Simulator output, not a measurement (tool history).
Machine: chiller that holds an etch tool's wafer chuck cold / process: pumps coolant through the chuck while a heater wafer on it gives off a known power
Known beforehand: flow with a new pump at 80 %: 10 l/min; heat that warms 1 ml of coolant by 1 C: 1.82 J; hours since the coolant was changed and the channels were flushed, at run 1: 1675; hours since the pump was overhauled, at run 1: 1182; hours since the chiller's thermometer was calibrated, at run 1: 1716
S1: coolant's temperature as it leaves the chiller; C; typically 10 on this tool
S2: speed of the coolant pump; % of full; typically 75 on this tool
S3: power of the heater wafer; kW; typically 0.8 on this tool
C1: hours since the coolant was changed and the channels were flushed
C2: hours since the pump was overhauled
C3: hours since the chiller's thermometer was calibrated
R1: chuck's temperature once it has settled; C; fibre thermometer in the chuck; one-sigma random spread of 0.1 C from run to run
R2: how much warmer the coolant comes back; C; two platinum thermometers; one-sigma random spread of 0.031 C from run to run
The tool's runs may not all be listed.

Run 1, hour 0: usual settings; C1 1675; C2 1182; C3 1716. Result: R1 19 C, R2 2.88 C.
Run 2, hour 21.1: usual settings; C1 1696; C2 1204; C3 1737. Result: R1 19 C, R2 2.85 C.
Run 3, hour 49.4: usual settings but S1 15 C; C1 1725; C2 1232; C3 1766. Result: R1 23.8 C, R2 2.87 C.
Run 4, hour 70.5: usual settings but S1 16 C; C1 1746; C2 1253; C3 1787. Result: R1 25.1 C, R2 2.91 C.
Run 5, hour 97.9: usual settings but S3 0.716 kW; C1 1773; C2 1280; C3 1814. Result: R1 17.8 C, R2 2.55 C.
Run 6, hour 114.4: usual settings but S3 0.716 kW; C1 1790; C2 1297; C3 1831. Result: R1 18.1 C, R2 2.62 C.
Run 7, hour 132.6: usual settings; C1 1808; C2 1315; C3 1849. Result: R1 18.9 C, R2 2.88 C.
Run 8, hour 159.7: usual settings; C1 1835; C2 1342; C3 1876. Result: R1 19 C, R2 2.92 C.
Run 9, hour 188: usual settings but S2 82 % of full; C1 1863; C2 1370; C3 1904. Result: R1 18.7 C, R2 2.59 C.
Run 10, hour 206.4: usual settings but S1 7 C; C1 1882; C2 1389; C3 1923. Result: R1 16.1 C, R2 2.84 C.
Run 11, hour 224.7: usual settings but S1 7 C; C1 1900; C2 1407; C3 1941. Result: R1 15.9 C, R2 2.92 C.
Run 12, hour 251.6: usual settings but S3 0.83 kW; C1 1927; C2 1434; C3 1968. Result: R1 19.3 C, R2 2.98 C.
Run 13, hour 277.3: usual settings but S3 0.83 kW; C1 1952; C2 1460; C3 1993. Result: R1 19.5 C, R2 3 C.
Run 14, hour 306.6: usual settings but S3 0.83 kW; C1 1982; C2 1489; C3 2023. Result: R1 19.5 C, R2 3.04 C.
Run 15, hour 328.6: usual settings but S3 0.83 kW; C1 2004; C2 1511; C3 2045. Result: R1 19.5 C, R2 3.08 C.
Run 16, hour 350.9: usual settings but S1 17 C; C1 2026; C2 1533; C3 2067. Result: R1 26.1 C, R2 2.8 C.
Run 17, hour 379.8: usual settings but S1 17 C, S2 90 % of full, S3 0.475 kW; C1 2055; C2 1562; C3 2096. Result: R1 22.1 C, R2 1.4 C.
Run 18, hour 409.7: usual settings but S1 17 C, S2 90 % of full, S3 0.475 kW; C1 2085; C2 1592; C3 2126. Result: R1 22 C, R2 1.45 C.
Run 19, hour 423.9: usual settings but S1 13 C, S2 84 % of full, S3 0.601 kW; C1 2099; C2 1606; C3 2140. Result: R1 19.6 C, R2 1.94 C.
Run 20, hour 450.1: usual settings but S2 64 % of full, S3 0.673 kW; C1 2125; C2 1633; C3 2166. Result: R1 18.2 C, R2 2.83 C.
Run 21, hour 471.3: usual settings but S2 64 % of full, S3 0.673 kW; C1 2146; C2 1654; C3 2187. Result: R1 18.5 C, R2 2.87 C.
Run 22, hour 497.1: usual settings but S1 1 C, S2 66 % of full, S3 0.673 kW; C1 2172; C2 1680; C3 2213. Result: R1 9.3 C, R2 2.82 C.
Run 23, hour 511.7: usual settings but S1 15 C, S2 99 % of full, S3 0.704 kW; C1 2187; C2 1694; C3 2228. Result: R1 21.9 C, R2 1.96 C.
Run 24, hour 524.5: usual settings but S1 15 C, S2 84 % of full, S3 0.704 kW; C1 2200; C2 1707; C3 2241. Result: R1 22.7 C, R2 2.29 C.
Run 25, hour 544: usual settings but S1 15 C, S2 61 % of full, S3 0.734 kW; C1 2219; C2 1726; C3 2260. Result: R1 24.3 C, R2 3.27 C.
Run 26, hour 559.8: usual settings but S1 4 C, S2 69 % of full, S3 1.157 kW; C1 2235; C2 1742; C3 2276. Result: R1 17.5 C, R2 4.57 C.
Run 27, hour 584.1: usual settings but S2 93 % of full, S3 0.444 kW; C1 2259; C2 1767; C3 2300. Result: R1 14.7 C, R2 1.32 C.
Run 28, hour 605.4: usual settings but S2 69 % of full, S3 0.521 kW; C1 2281; C2 1788; C3 2322. Result: R1 16.3 C, R2 2.07 C.
Run 29, hour 635.7: usual settings but S2 69 % of full, S3 0.521 kW; C1 2311; C2 1818; C3 2352. Result: R1 16.3 C, R2 1.97 C.
Run 30, hour 654.5: usual settings but S1 14 C, S2 68 % of full, S3 0.411 kW; C1 2330; C2 1837; C3 2371. Result: R1 19.2 C, R2 1.71 C.
Run 31, hour 669.5: usual settings but S1 14 C, S2 68 % of full, S3 0.411 kW; C1 2345; C2 1852; C3 2386. Result: R1 19.1 C, R2 1.64 C.

Below, some changes in R1 between adjacent runs. For each, the amount present without the hidden state too (settings, incoming material, random variation) and the amount remaining for the hidden state with gauge scatter not shared by both compared results:
The tool's hidden condition here consists of: heat passed by the chuck's channels, % of clean ones'; flow at a given pump speed, % of a new pump's; coolant's true temperature over the reading, C; drift of the gauge itself on chuck_c, C; drift of the gauge itself on warmer_back_c, C.
Run 4 -> 5: S1 16 -> 10, S3 0.8 -> 0.716. R1 -7.3 C: hidden state -0.1, all else -7.2.
Run 16 -> 17: S2 75 -> 90, S3 0.8 -> 0.475. R1 -4 C: hidden state -0.2, all else -3.8.
Run 21 -> 22: S1 10 -> 1, S2 64 -> 66. R1 -9.2 C: hidden state +0, all else -9.2.
Run 22 -> 23: S1 1 -> 15, S2 66 -> 99, S3 0.673 -> 0.704. R1 +12.6 C: hidden state +0, all else +12.6.
Run 25 -> 26: S1 15 -> 4, S2 61 -> 69, S3 0.734 -> 1.157. R1 -6.8 C: hidden state +0.3, all else -7.1.
Run 26 -> 27: S1 4 -> 10, S2 69 -> 93, S3 1.157 -> 0.444. R1 -2.8 C: hidden state -0.6, all else -2.2.
